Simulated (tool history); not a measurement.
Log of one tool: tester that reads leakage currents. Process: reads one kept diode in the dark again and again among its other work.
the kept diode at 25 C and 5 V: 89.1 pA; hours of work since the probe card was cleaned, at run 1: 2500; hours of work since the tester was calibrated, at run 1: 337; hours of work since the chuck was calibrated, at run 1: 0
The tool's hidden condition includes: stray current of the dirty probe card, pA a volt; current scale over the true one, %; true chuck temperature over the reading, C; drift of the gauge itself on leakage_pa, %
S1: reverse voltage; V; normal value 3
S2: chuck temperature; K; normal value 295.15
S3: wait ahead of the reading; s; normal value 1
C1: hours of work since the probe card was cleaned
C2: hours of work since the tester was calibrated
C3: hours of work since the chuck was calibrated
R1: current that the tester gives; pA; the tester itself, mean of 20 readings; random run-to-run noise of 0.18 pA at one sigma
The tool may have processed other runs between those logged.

run,day,S1,S2,S3,C1,C2,C3,R1
1,0,3,295.15,1,2500,337,0,59.45
2,3.433,3,295.15,1,2534,372,35,58.99
3,6.512,3,295.15,1,2565,403,66,58.61
4,11.171,3,295.15,3.13,2612,450,113,58.37
5,15.138,3,295.15,1,2652,490,153,59.01
6,19.708,3,295.15,1,2698,536,199,59.14
7,23.338,3,295.15,1,2735,573,235,58.89
8,26.875,3,295.15,1,2771,608,271,58.88
9,31.729,3,295.15,1,2820,657,320,58.78
10,38.104,1.04,328.15,1.18,2884,722,384,413.22
11,44.742,6.72,295.15,1.71,2951,788,451,79.42
12,50.417,1.19,295.15,2.36,3008,846,509,41.65
13,53.583,1.19,295.15,0.46,3040,878,541,42.03
14,58.633,1.19,296.15,0.46,3091,929,592,45.47
15,62.104,1.19,304.15,0.46,3126,964,627,83.47

Alternative continuations, all from the tool just after run 15; predict every row:
A,65.429,3,315.15,7.54,3160,997,660,?
B,65.429,1.16,295.15,1,3160,997,660,?
C,65.429,1.19,331.15,0.46,3160,997,660,?
D,65.429,1.19,304.15,9.46,3160,997,660,?
E,65.429,3.27,293.15,0.62,3160,997,660,?

run,R1
A,256.92
B,41.5
C,525.91
D,82.94
E,52.58
The same runs, with their run-to-run variation unchanged, on a tool lacking any hidden condition would have given:
run,R1
A,256.91
B,41.49
C,525.94
D,82.94
E,52.55
